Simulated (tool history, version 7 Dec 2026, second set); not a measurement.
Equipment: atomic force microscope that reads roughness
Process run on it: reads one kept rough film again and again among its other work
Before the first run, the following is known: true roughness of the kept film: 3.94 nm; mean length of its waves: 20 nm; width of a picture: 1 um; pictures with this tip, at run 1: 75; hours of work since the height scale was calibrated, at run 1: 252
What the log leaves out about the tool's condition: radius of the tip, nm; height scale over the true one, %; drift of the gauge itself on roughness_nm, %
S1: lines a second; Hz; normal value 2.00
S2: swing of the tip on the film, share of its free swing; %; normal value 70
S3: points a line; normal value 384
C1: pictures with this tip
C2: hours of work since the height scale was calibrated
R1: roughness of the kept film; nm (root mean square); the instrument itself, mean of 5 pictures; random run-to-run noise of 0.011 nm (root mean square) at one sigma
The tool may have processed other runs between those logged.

run	hour	S1	S2	S3	C1	C2	R1
1	0.0	2.00	70	384	75	252	2.035
2	50.3	2.19	70	384	151	288	1.632
3	96.2	3.37	70	384	220	322	1.324
# hour 120.2: new tip fitted
4	159.8	3.37	57	384	59	368	2.092
5	207.5	2.00	70	384	131	402	1.680
6	251.9	2.00	70	717	198	434	1.423
# hour 256.3: height scale calibrated on a step standard
7	290.6	2.51	70	747	254	25	1.273
# hour 296.0: new tip fitted
8	346.7	2.51	70	747	76	65	1.982
9	407.9	2.51	70	747	168	110	1.551
# hour 466.9: new tip fitted
10	473.7	2.00	81	957	11	157	2.387
# hour 494.7: height scale calibrated on a step standard, once more
11	529.4	2.00	81	957	93	25	1.844
12	575.7	0.60	83	957	163	59	1.659

Results per run with the tool's hidden condition removed, run-to-run variation unchanged:
run	R1
1	2.582
2	2.588
3	2.491
4	2.643
5	2.608
6	2.625
7	2.596
8	2.596
9	2.567
10	2.496
11	2.494
12	2.706
